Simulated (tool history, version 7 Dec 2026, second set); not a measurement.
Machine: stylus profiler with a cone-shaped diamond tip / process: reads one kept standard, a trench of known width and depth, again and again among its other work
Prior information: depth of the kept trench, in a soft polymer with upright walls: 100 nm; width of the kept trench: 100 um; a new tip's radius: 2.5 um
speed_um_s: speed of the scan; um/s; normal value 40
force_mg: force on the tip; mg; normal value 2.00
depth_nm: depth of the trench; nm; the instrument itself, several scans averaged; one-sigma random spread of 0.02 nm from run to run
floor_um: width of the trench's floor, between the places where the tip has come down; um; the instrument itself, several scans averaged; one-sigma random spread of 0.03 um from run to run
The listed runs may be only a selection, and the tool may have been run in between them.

| run | hour | speed_um_s | force_mg | depth_nm | floor_um |
|---|---|---|---|---|---|
| 1 | 0.0 | 40 | 2.00 | 101.67 | 97.70 |
| 2 | 88.1 | 40 | 2.00 | 101.69 | 97.71 |
| 3 | 131.2 | 40 | 4.66 | 102.83 | 97.74 |
| 4 | 224.7 | 40 | 4.66 | 102.81 | 97.73 |
|  | 249.9 | height scale calibrated on a step standard |
| 5 | 296.6 | 40 | 4.66 | 103.00 | 97.74 |
| 6 | 344.6 | 40 | 4.66 | 102.96 | 97.68 |
| 7 | 439.1 | 40 | 4.66 | 102.96 | 97.73 |
| 8 | 521.3 | 40 | 4.66 | 102.98 | 97.68 |
|  | 609.3 | height scale calibrated on a step standard, once more |
| 9 | 615.6 | 40 | 2.79 | 101.86 | 97.63 |
| 10 | 685.8 | 32 | 2.00 | 101.47 | 97.65 |
| 11 | 734.9 | 32 | 2.00 | 101.49 | 97.59 |
| 12 | 826.6 | 40 | 2.00 | 101.52 | 97.55 |
| 13 | 883.6 | 40 | 2.00 | 101.54 | 97.52 |
| 14 | 958.0 | 40 | 2.00 | 101.51 | 97.59 |
| 15 | 1007.9 | 40 | 2.00 | 101.54 | 97.54 |
| 16 | 1071.8 | 30 | 2.63 | 101.79 | 97.59 |
| 17 | 1151.9 | 33 | 2.44 | 101.73 | 97.57 |
| 18 | 1227.9 | 26 | 2.14 | 101.59 | 97.53 |
| 19 | 1314.1 | 11 | 0.79 | 100.83 | 97.57 |
| 20 | 1373.7 | 20 | 5.01 | 102.82 | 97.56 |
| 21 | 1459.8 | 40 | 1.39 | 101.18 | 97.41 |
| 22 | 1512.7 | 40 | 1.39 | 101.24 | 97.43 |
| 23 | 1601.5 | 40 | 1.39 | 101.21 | 97.35 |

For run 24, what comes out?
| 24 | 1681.4 | 22 | 3.35 | ? | ? |

depth_nm: 102.17 nm
floor_um: 97.47 um
Were there no unlogged condition in the tool, this run, its random variation unchanged, would have produced depth_nm 102.12 nm, floor_um 98.51 um.
